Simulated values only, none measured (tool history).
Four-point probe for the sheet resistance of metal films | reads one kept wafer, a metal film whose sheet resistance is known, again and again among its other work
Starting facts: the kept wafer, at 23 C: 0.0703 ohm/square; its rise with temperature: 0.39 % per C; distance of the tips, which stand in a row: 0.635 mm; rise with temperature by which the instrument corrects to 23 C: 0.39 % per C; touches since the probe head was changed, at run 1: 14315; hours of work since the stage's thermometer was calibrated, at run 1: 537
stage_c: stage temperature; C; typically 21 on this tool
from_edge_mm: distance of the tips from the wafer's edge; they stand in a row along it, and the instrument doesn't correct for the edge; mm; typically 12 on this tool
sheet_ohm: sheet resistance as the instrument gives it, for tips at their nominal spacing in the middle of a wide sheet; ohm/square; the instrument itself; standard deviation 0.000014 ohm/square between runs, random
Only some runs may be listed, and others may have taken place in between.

run,hour,stage_c,from_edge_mm,touches since the probe head was changed,hours of work since the stage's thermometer was calibrated,sheet_ohm
1,0,21,12,14315,537,0.070364
2,37.2,21,7,15274,554,0.070548
3,64.3,21,48,15975,566,0.070237
4,93.2,21,48,16720,578,0.070209
5,144.7,21,48,18048,601,0.070222
6,199.4,21,12,19461,625,0.070319
7,232.9,21,12,20327,640,0.070325
8,280.5,21,12,21556,661,0.070326
9,335.9,21,12,22984,685,0.070324
10,371.3,21,12,23899,701,0.070297
11,403.1,21,12,24720,715,0.070291
12,445,21,12,25800,733,0.070306
# hour 450.5: stage's thermometer calibrated
13,481,21,12,26718,13,0.070267
14,526,21,12,27880,33,0.070264
15,569.7,19,12,29008,53,0.070261
16,616.4,19,64,30214,73,0.070116
# hour 633.3: stage's thermometer calibrated, once more
17,668.1,19,64,31534,15,0.070228
18,708.4,21,24,32576,33,0.070225
19,737.4,21,12,33322,46,0.07031
20,767.2,22,12,34092,59,0.070301
21,795.1,21,12,34811,71,0.070332
22,823.2,21,12,35538,84,0.07029
23,848.5,21,12,36190,95,0.070296
24,886.1,21,12,37160,111,0.070303
25,908.7,33,10,37745,121,0.070274
26,932.6,30,12,38361,132,0.07025
27,969.4,30,12,39312,148,0.070246
28,1020.2,30,12,40624,171,0.070233
29,1043.3,25,48,41219,181,0.070155
30,1093.9,29,12,42525,203,0.070228
31,1130.7,29,12,43476,219,0.070238
32,1160.7,32,36,44250,232,0.070105
33,1194.8,25,6,45130,247,0.070543
34,1231.2,25,6,46070,264,0.070547
35,1285.1,21,61,47460,287,0.070102
36,1324.7,21,61,48481,305,0.070109
37,1361.5,21,61,49432,321,0.070111
38,1416.4,21,61,50849,345,0.070096
39,1469.6,19,10,52223,369,0.070254
40,1492.5,22,10,52814,379,0.070235
41,1535.1,22,10,53913,397,0.07023
42,1575.9,21,6,54966,415,0.07048
43,1607.8,21,6,55791,430,0.070523
44,1649.7,24,10,56872,448,0.070219
45,1686.2,35,39,57814,464,0.070031

Below are 3 alternative next runs, each starting from the tool's condition after run 45. Predict each:
A,1719.3,35,32,58668,479,?
B,1719.3,28,12,58668,479,?
C,1719.3,33,12,58668,479,?

run,sheet_ohm
A,0.070012
B,0.070134
C,0.070118
The same runs, with their run-to-run variation unchanged, on a tool lacking any hidden condition would have given:
run,sheet_ohm
A,0.070266
B,0.070389
C,0.070372

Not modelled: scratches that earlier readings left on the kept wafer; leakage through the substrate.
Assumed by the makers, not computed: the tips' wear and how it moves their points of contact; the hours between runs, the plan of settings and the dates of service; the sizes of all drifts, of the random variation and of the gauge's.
